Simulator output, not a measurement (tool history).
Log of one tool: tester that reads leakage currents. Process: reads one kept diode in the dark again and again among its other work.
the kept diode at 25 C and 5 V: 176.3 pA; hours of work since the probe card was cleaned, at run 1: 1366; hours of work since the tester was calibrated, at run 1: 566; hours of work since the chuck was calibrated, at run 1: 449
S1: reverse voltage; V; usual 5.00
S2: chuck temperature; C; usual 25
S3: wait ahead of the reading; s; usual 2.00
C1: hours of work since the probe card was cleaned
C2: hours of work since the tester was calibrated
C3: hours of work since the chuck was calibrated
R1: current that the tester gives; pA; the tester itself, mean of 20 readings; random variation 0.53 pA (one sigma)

| run | hour | S1 | S2 | S3 | C1 | C2 | C3 | R1 |
|---|---|---|---|---|---|---|---|---|
| 1 | 0.0 | 5.00 | 25 | 2.00 | 1366 | 566 | 449 | 189.08 |
| 2 | 50.1 | 5.00 | 25 | 2.00 | 1405 | 605 | 488 | 188.69 |
| 3 | 112.5 | 5.00 | 25 | 2.00 | 1453 | 653 | 537 | 190.24 |
| 4 | 167.5 | 5.00 | 25 | 2.00 | 1496 | 696 | 579 | 190.14 |
| 5 | 210.0 | 5.00 | 25 | 2.00 | 1529 | 729 | 612 | 190.16 |
| 6 | 252.8 | 5.00 | 25 | 2.00 | 1562 | 762 | 645 | 193.05 |
| 7 | 302.2 | 5.00 | 25 | 2.00 | 1600 | 800 | 684 | 191.85 |
| 8 | 341.3 | 5.00 | 25 | 0.71 | 1631 | 830 | 714 | 194.24 |
| 9 | 401.8 | 5.00 | 25 | 0.71 | 1678 | 877 | 761 | 194.32 |
| 10 | 443.2 | 5.00 | 25 | 0.71 | 1710 | 909 | 793 | 195.91 |
| 11 | 479.9 | 5.00 | 25 | 2.00 | 1738 | 938 | 821 | 195.05 |
| 12 | 509.6 | 5.00 | 25 | 2.00 | 1761 | 961 | 844 | 194.34 |
| 13 | 550.1 | 5.00 | 25 | 2.00 | 1793 | 992 | 876 | 194.03 |
| 14 | 589.5 | 5.00 | 25 | 2.00 | 1823 | 1023 | 906 | 194.97 |
| 15 | 632.8 | 5.00 | 25 | 2.00 | 1857 | 1056 | 940 | 195.22 |
|  | 652.1 | chuck's temperature calibrated |
| 16 | 684.9 | 5.00 | 25 | 2.00 | 1896 | 1095 | 25 | 187.97 |
| 17 | 750.6 | 4.44 | 25 | 2.00 | 1946 | 1146 | 76 | 178.54 |
| 18 | 787.2 | 4.44 | 25 | 2.00 | 1975 | 1175 | 105 | 179.53 |
| 19 | 851.9 | 1.17 | 20 | 0.64 | 2025 | 1225 | 155 | 72.90 |
| 20 | 919.2 | 1.17 | 20 | 0.64 | 2077 | 1277 | 207 | 72.77 |
| 21 | 950.9 | 5.00 | 53 | 3.75 | 2102 | 1301 | 232 | 1372.40 |
| 22 | 990.3 | 5.00 | 53 | 3.37 | 2132 | 1332 | 262 | 1375.07 |
| 23 | 1037.2 | 5.00 | 53 | 7.18 | 2169 | 1368 | 299 | 1383.38 |
| 24 | 1096.3 | 5.00 | 53 | 7.18 | 2215 | 1414 | 344 | 1386.88 |
| 25 | 1136.2 | 4.87 | 32 | 2.06 | 2245 | 1445 | 375 | 318.05 |
| 26 | 1196.9 | 3.11 | 60 | 2.00 | 2293 | 1492 | 422 | 1827.56 |
| 27 | 1239.6 | 12.21 | 20 | 7.87 | 2326 | 1525 | 456 | 194.65 |
| 28 | 1267.9 | 1.54 | 56 | 7.87 | 2348 | 1547 | 477 | 1098.12 |
| 29 | 1304.4 | 1.85 | 34 | 0.69 | 2376 | 1576 | 506 | 257.64 |
| 30 | 1342.1 | 1.85 | 30 | 2.41 | 2405 | 1605 | 535 | 191.50 |
| 31 | 1408.5 | 1.85 | 30 | 2.41 | 2457 | 1656 | 587 | 191.18 |
| 32 | 1473.2 | 14.26 | 25 | 2.00 | 2507 | 1706 | 637 | 302.78 |
| 33 | 1509.4 | 4.60 | 20 | 0.78 | 2535 | 1734 | 665 | 131.72 |
| 34 | 1555.1 | 9.32 | 25 | 0.99 | 2570 | 1770 | 700 | 255.09 |
| 35 | 1614.3 | 6.49 | 34 | 4.21 | 2616 | 1816 | 746 | 422.40 |
| 36 | 1659.3 | 1.03 | 25 | 1.63 | 2651 | 1851 | 781 | 106.50 |

Some steps in R1 between neighbouring runs. How much of each would the tool show without its hidden state too (settings, what came in, random variation), and how much is left for the hidden state, with any gauge scatter that isn't in both results?
The hidden state here: stray current of the dirty probe card, pA a volt; current scale over the true one, %; true chuck temperature over the reading, C; drift of the gauge itself on leakage_pa, %.
Run 20 -> 21: S1 1.17 -> 5.00, S2 20 -> 53, S3 0.64 -> 3.75. R1 +1299.63 pA: hidden state +26.75, all else +1272.88.
Run 25 -> 26: S1 4.87 -> 3.11, S2 32 -> 60, S3 2.06 -> 2.00. R1 +1509.51 pA: hidden state +30.02, all else +1479.49.
Run 26 -> 27: S1 3.11 -> 12.21, S2 60 -> 20, S3 2.00 -> 7.87. R1 -1632.91 pA: hidden state -17.49, all else -1615.42.
Run 31 -> 32: S1 1.85 -> 14.26, S2 30 -> 25, S3 2.41 -> 2.00. R1 +111.60 pA: hidden state +30.57, all else +81.03.
